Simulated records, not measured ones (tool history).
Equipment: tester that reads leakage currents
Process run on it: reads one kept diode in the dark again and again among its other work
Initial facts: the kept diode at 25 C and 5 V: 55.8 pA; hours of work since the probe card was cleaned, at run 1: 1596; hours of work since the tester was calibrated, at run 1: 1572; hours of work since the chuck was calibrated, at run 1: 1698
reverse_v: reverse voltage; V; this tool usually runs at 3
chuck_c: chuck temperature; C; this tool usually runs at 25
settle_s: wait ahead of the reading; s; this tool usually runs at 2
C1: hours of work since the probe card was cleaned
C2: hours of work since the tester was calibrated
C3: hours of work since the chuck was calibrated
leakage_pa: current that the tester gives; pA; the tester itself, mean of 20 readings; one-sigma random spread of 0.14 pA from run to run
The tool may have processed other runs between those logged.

Run 1, day 0: usual settings; C1 1596; C2 1572; C3 1698. Result: leakage_pa 43.91 pA.
Run 2, day 1.717: usual settings; C1 1629; C2 1604; C3 1731. Result: leakage_pa 43.85 pA.
Run 3, day 4.221: usual settings; C1 1676; C2 1652; C3 1778. Result: leakage_pa 43.64 pA.
Run 4, day 6.1: usual settings; C1 1711; C2 1687; C3 1814. Result: leakage_pa 43.7 pA.
Run 5, day 7.254: usual settings but chuck_c 38 C; C1 1733; C2 1709; C3 1836. Result: leakage_pa 130.21 pA.
Run 6, day 9.238: usual settings but chuck_c 38 C; C1 1771; C2 1747; C3 1873. Result: leakage_pa 129.79 pA.
Run 7, day 10.892: usual settings but chuck_c 38 C; C1 1802; C2 1778; C3 1905. Result: leakage_pa 128.62 pA.
Run 8, day 12.433: usual settings but settle_s 0.48 s; C1 1831; C2 1807; C3 1934. Result: leakage_pa 44.56 pA.
Run 9, day 13.692: usual settings but settle_s 0.48 s; C1 1855; C2 1831; C3 1958. Result: leakage_pa 44.61 pA.
Run 10, day 16.096: usual settings; C1 1901; C2 1876; C3 2003. Result: leakage_pa 43.82 pA.
Run 11, day 17.446: usual settings; C1 1926; C2 1902; C3 2029. Result: leakage_pa 43.63 pA.
Run 12, day 18.733: usual settings; C1 1951; C2 1926; C3 2053. Result: leakage_pa 43.4 pA.
At day 19.012: chuck's temperature calibrated.
Run 13, day 20.433: usual settings but reverse_v 2.32 V, settle_s 0.53 s; C1 1981; C2 1957; C3 27. Result: leakage_pa 36.24 pA.
Run 14, day 22.288: usual settings but reverse_v 2.32 V, settle_s 0.53 s; C1 2016; C2 1992; C3 62. Result: leakage_pa 36.31 pA.
Run 15, day 23.788: usual settings but chuck_c 46 C, settle_s 3.05 s; C1 2045; C2 2021; C3 90. Result: leakage_pa 231.19 pA.
Run 16, day 25.904: usual settings but reverse_v 2.76 V, chuck_c 49 C, settle_s 2.52 s; C1 2085; C2 2061; C3 130. Result: leakage_pa 281.75 pA.
At day 27.692: chuck's temperature calibrated, once more.
Run 17, day 28.083: usual settings but reverse_v 3.02 V, chuck_c 32 C, settle_s 0.54 s; C1 2125; C2 2100; C3 7. Result: leakage_pa 92.44 pA.
Run 18, day 30.571: usual settings but reverse_v 1.25 V, chuck_c 54 C, settle_s 0.87 s; C1 2172; C2 2147; C3 54. Result: leakage_pa 361.06 pA.
Run 19, day 32.85: usual settings but settle_s 5.23 s; C1 2215; C2 2190; C3 98. Result: leakage_pa 51.01 pA.
Run 20, day 35.192: usual settings but settle_s 5.23 s; C1 2259; C2 2235; C3 142. Result: leakage_pa 50.91 pA.
Run 21, day 36.671: usual settings but reverse_v 17.07 V, chuck_c 44 C, settle_s 0.62 s; C1 2287; C2 2263; C3 170. Result: leakage_pa 563.68 pA.
Run 22, day 38.492: usual settings but reverse_v 17.07 V, chuck_c 44 C, settle_s 0.62 s; C1 2322; C2 2297; C3 205. Result: leakage_pa 561.72 pA.

Selected run-to-run steps in leakage_pa, each split into two signed amounts: the part the tool would show with no hidden state at all (from settings, incoming material and random variation), and the remainder, which goes to the hidden state together with any gauge scatter not common to the measured and the hidden-state-free results:
Hidden conditions of the tool in this case: stray current of the dirty probe card, pA a volt; current scale over the true one, %; true chuck temperature over the reading, C; drift of the gauge itself on leakage_pa, %.
Run 14 -> 15: reverse_v 2.32 -> 3, chuck_c 25 -> 46, settle_s 0.53 -> 3.05. leakage_pa +194.88 pA: hidden state -46.69, all else +241.57.
Run 16 -> 17: reverse_v 2.76 -> 3.02, chuck_c 49 -> 32, settle_s 2.52 -> 0.54, chuck's temperature calibrated, once more. leakage_pa -189.31 pA: hidden state +70.49, all else -259.8.
Run 18 -> 19: reverse_v 1.25 -> 3, chuck_c 54 -> 25, settle_s 0.87 -> 5.23. leakage_pa -310.05 pA: hidden state +4.47, all else -314.52.
Run 20 -> 21: reverse_v 3 -> 17.07, chuck_c 25 -> 44, settle_s 5.23 -> 0.62. leakage_pa +512.77 pA: hidden state +28.15, all else +484.62.
